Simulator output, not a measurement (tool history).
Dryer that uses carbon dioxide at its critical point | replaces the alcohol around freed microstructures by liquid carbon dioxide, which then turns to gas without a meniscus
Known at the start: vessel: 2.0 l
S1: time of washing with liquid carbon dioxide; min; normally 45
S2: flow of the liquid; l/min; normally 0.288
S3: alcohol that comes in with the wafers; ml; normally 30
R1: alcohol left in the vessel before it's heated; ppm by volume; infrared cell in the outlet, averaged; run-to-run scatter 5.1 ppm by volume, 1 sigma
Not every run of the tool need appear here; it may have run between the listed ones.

run	hour	S1	S2	S3	R1
1	0	45	0.288	30	106
2	12	45	0.288	30	120
3	23.6	45	0.288	30	113
4	32.6	45	0.288	30	109
5	44.6	45	0.443	30	36
6	55.8	45	0.393	30	37
7	67.4	45	0.393	30	43
8	74.2	45	0.247	105	712
9	80.7	45	0.247	105	689
# hour 85.5: inlet filter changed
10	88.3	63	0.416	30	36
11	94.9	63	0.416	30	24
12	100.2	45	0.197	30	418
13	106.1	45	0.197	30	448

Predict each of these 5 candidate next runs independently; none follows another, all start after run 13:
A	112.4	62	0.209	70	?
B	112.4	44	0.288	74	?
C	112.4	45	0.488	30	?
D	112.4	45	0.288	85	?
E	112.4	32	0.197	30	?

run	R1
A	205
B	204
C	28
D	203
E	1171
The same runs, with their run-to-run variation unchanged, on a tool lacking any hidden condition would have given:
run	R1
A	171
B	171
C	3
D	170
E	1120
